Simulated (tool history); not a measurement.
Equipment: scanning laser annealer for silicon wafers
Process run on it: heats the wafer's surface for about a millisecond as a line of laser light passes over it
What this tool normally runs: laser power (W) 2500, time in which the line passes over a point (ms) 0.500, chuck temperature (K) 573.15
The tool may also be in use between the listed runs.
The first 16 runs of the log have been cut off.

run	hour	laser power (W)	time in which the line passes over a point (ms)	chuck temperature (K)	hours of work since the window was cleaned	hours of work since the power meter was calibrated	hours of work since the optics were aligned	highest temperature of the surface (K)
17	463.2	2500	0.533	573.15	427	789	581	1304.15
18	486.2	2500	0.500	573.15	440	801	593	1281.15
19	513.9	2500	0.500	573.15	455	816	608	1278.15
20	536.7	2500	0.500	573.15	467	828	620	1279.15
21	568.0	2500	0.500	573.15	484	845	637	1277.15
22	591.5	2500	0.500	581.15	496	858	650	1285.15
23	634.8	2500	0.500	581.15	519	881	673	1288.15
24	652.5	2696	0.488	581.15	529	890	682	1332.15
25	672.5	2554	0.485	581.15	539	901	693	1292.15
26	702.4	2500	0.393	601.15	556	917	709	1221.15
27	731.7	2500	0.393	601.15	571	933	725	1221.15
28	766.0	2350	0.428	611.15	590	951	743	1220.15
29	802.2	2350	0.428	611.15	609	970	762	1221.15
30	838.5	2350	0.407	582.15	628	990	782	1175.15
31	879.8	2350	0.407	582.15	650	1012	804	1174.15
32	921.1	2598	0.579	573.15	673	1034	826	1371.15
33	955.3	2500	0.603	579.15	691	1052	844	1361.15
34	988.9	2500	0.603	579.15	709	1070	862	1364.15
35	1011.5	2500	0.466	534.15	721	1082	874	1214.15
36	1040.9	2500	0.495	580.15	737	1098	890	1280.15
37	1069.8	2500	0.495	580.15	752	1114	906	1280.15
38	1100.1	2500	0.495	580.15	768	1130	922	1284.15
39	1122.7	2443	0.481	598.15	780	1142	934	1276.15
# hour 1153.0: window over the wafer cleaned
40	1161.7	2443	0.592	591.15	5	1162	954	1348.15
41	1187.8	2443	0.592	591.15	19	1176	968	1346.15

4 ways to go on from here, each from the tool as it stands after run 41. What would each give?
A	1221.8	2443	0.489	591.15	37	1194	986	?
B	1221.8	2506	0.592	597.15	37	1194	986	?
C	1221.8	2324	0.500	573.15	37	1194	986	?
D	1221.8	2239	0.528	591.15	37	1194	986	?

run	highest temperature of the surface (K)
A	1272.15
B	1371.15
C	1230.15
D	1242.15
With the hidden condition removed and each run's random variation left untouched, the same runs would have given:
run	highest temperature of the surface (K)
A	1272.15
B	1371.15
C	1230.15
D	1242.15
